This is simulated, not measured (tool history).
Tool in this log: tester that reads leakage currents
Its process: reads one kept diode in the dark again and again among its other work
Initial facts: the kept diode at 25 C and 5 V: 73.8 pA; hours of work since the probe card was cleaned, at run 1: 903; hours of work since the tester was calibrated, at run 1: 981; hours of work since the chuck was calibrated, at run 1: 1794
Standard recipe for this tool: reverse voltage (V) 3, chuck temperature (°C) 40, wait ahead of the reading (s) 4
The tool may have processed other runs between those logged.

| run | hour | reverse voltage (V) | chuck temperature (°C) | wait ahead of the reading (s) | hours of work since the probe card was cleaned | hours of work since the tester was calibrated | hours of work since the chuck was calibrated | current that the tester gives (pA) |
|---|---|---|---|---|---|---|---|---|
| 1 | 0 | 3 | 40 | 4 | 903 | 981 | 1794 | 209.66 |
| 2 | 91.8 | 3 | 40 | 4 | 949 | 1028 | 1840 | 208.51 |
|  | 103.2 | chuck's temperature calibrated |
| 3 | 182.7 | 3 | 40 | 4 | 994 | 1073 | 40 | 244.84 |
| 4 | 298.1 | 3 | 40 | 4 | 1053 | 1131 | 99 | 244.09 |
| 5 | 370.3 | 3 | 40 | 4 | 1089 | 1168 | 135 | 243.87 |
| 6 | 431.4 | 3 | 40 | 4 | 1120 | 1199 | 166 | 243.61 |
| 7 | 548.4 | 3 | 40 | 4 | 1179 | 1258 | 225 | 241.8 |
| 8 | 654.3 | 3 | 40 | 4 | 1233 | 1312 | 279 | 240.34 |
| 9 | 730.4 | 6.69 | 40 | 4 | 1272 | 1350 | 318 | 321.14 |
| 10 | 826.2 | 6.69 | 40 | 4 | 1320 | 1399 | 366 | 321.69 |
| 11 | 919 | 9.45 | 40 | 4 | 1367 | 1446 | 413 | 363.2 |
| 12 | 1014.8 | 9.45 | 40 | 4 | 1416 | 1494 | 462 | 363.26 |
| 13 | 1116.7 | 3 | 40 | 4 | 1467 | 1546 | 513 | 236.56 |
| 14 | 1193.9 | 3 | 40 | 4 | 1506 | 1585 | 552 | 234.79 |
| 15 | 1291.1 | 1.81 | 40 | 9.03 | 1556 | 1634 | 602 | 195.62 |
| 16 | 1379.4 | 1.73 | 56 | 9.03 | 1600 | 1679 | 646 | 720.13 |
| 17 | 1448.5 | 1.73 | 56 | 9.03 | 1635 | 1714 | 681 | 716.32 |
| 18 | 1560 | 14.29 | 47 | 6.99 | 1692 | 1770 | 738 | 739.17 |
|  | 1574.9 | probe card cleaned and baked |
| 19 | 1678.8 | 3 | 40 | 1.07 | 53 | 1829 | 797 | 232.09 |
| 20 | 1753.2 | 3 | 24 | 4 | 90 | 1867 | 834 | 56.53 |
| 21 | 1833.7 | 3 | 24 | 4 | 131 | 1907 | 875 | 56.47 |
| 22 | 1933.3 | 17.51 | 40 | 0.57 | 182 | 1958 | 925 | 458.5 |
| 23 | 2030.2 | 4.5 | 21 | 0.57 | 231 | 2007 | 975 | 54.45 |
| 24 | 2099.9 | 16.97 | 35 | 7.8 | 266 | 2042 | 1010 | 293.58 |
|  | 2168.1 | probe card cleaned and baked, once more |
| 25 | 2227.7 | 16.97 | 35 | 7.8 | 30 | 2105 | 1073 | 262.68 |
| 26 | 2307.9 | 4.05 | 43 | 0.94 | 71 | 2146 | 1114 | 321.6 |
| 27 | 2425 | 4.05 | 43 | 0.94 | 130 | 2205 | 1173 | 318.72 |
| 28 | 2485.3 | 3 | 40 | 0.59 | 161 | 2236 | 1204 | 220.71 |

Selected run-to-run steps in current that the tester gives (pA), each split into two signed amounts: the part the tool would show with no hidden state at all (from settings, incoming material and random variation), and the remainder, which goes to the hidden state together with any gauge scatter not common to the measured and the hidden-state-free results:
Hidden conditions of the tool in this case: stray current of the dirty probe card, pA a volt; current scale over the true one, %; true chuck temperature over the reading, C; drift of the gauge itself on leakage_pa, %.
Run 2 -> 3: chuck's temperature calibrated. current that the tester gives (pA) +36.33: hidden state +36.07, all else +0.26.
Run 15 -> 16: reverse voltage (V) 1.81 -> 1.73, chuck temperature (°C) 40 -> 56. current that the tester gives (pA) +524.51: hidden state -27.03, all else +551.54.
Run 18 -> 19: reverse voltage (V) 14.29 -> 3, chuck temperature (°C) 47 -> 40, wait ahead of the reading (s) 6.99 -> 1.07, probe card cleaned and baked. current that the tester gives (pA) -507.08: hidden state +15.69, all else -522.77.
Run 24 -> 25: probe card cleaned and baked, once more. current that the tester gives (pA) -30.9: hidden state -30.39, all else -0.51.
